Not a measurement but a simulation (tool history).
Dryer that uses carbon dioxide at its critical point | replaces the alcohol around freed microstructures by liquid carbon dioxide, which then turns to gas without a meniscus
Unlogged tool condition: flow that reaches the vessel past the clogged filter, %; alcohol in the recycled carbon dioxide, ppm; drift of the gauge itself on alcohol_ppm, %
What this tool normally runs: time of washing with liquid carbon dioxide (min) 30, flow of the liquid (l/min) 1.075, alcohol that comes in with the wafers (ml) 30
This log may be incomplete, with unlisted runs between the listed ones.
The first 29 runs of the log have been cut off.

run     day  time of washing with liquid carbon dioxide (min)  flow of the liquid (l/min)  alcohol that comes in with the wafers (ml)  hours of work since the filter was changed  hours of work since the purifier's bed was changed  alcohol left in the vessel before it's heated (ppm by volume)
 30   9.733                                                33                       0.890                                          68                                         114                                                 134                                                            101
 31  10.208                                                30                       1.075                                          94                                         120                                                 140                                                             83
 32  10.554                                                32                       1.075                                          65                                         124                                                 144                                                             60
 33  10.833                                                27                       0.700                                          30                                         127                                                 147                                                            252
 34  11.238                                                42                       1.170                                          30                                         132                                                 152                                                             35
 35  11.650                                                30                       1.700                                          30                                         137                                                 157                                                             29
 36  11.921                                                30                       1.700                                          30                                         140                                                 160                                                             22
 37  12.421                                                22                       1.075                                          38                                         146                                                 166                                                            153
 38  12.679                                                22                       1.075                                          38                                         149                                                 169                                                            146
 39  13.008                                                30                       1.370                                          23                                         153                                                 173                                                             40
 40  13.321                                                32                       1.460                                          30                                         156                                                 176                                                             41
 41  13.608                                                30                       1.075                                          52                                         160                                                 180                                                             70
 42  13.842                                                38                       0.660                                          30                                         162                                                 183                                                             96
 43  14.221                                                32                       0.800                                          40                                         167                                                 187                                                            119
 44  14.550                                                43                       0.800                                          40                                         171                                                 191                                                             56
 45  15.021                                                43                       0.800                                          77                                         176                                                 196                                                             72
 46  15.312                                                43                       0.800                                          77                                         180                                                 200                                                             72
 47  15.775                                                23                       1.370                                          77                                         185                                                 205                                                            106
 48  16.179                                                21                       1.075                                          56                                         190                                                 210                                                            266

3 ways to go on from here, each from the tool as it stands after run 48. What would each give?
  A  16.579                                                41                       0.890                                          87                                         194                                                 215                                                              ?
  B  16.579                                                44                       1.075                                          56                                         194                                                 215                                                              ?
  C  16.579                                                42                       0.690                                          30                                         194                                                 215                                                              ?

run  alcohol left in the vessel before it's heated (ppm by volume)
  A                                                             72
  B                                                             35
  C                                                             76
With no hidden state in the tool, these same runs would have given:
run  alcohol left in the vessel before it's heated (ppm by volume)
  A                                                             25
  B                                                              0
  C                                                             29
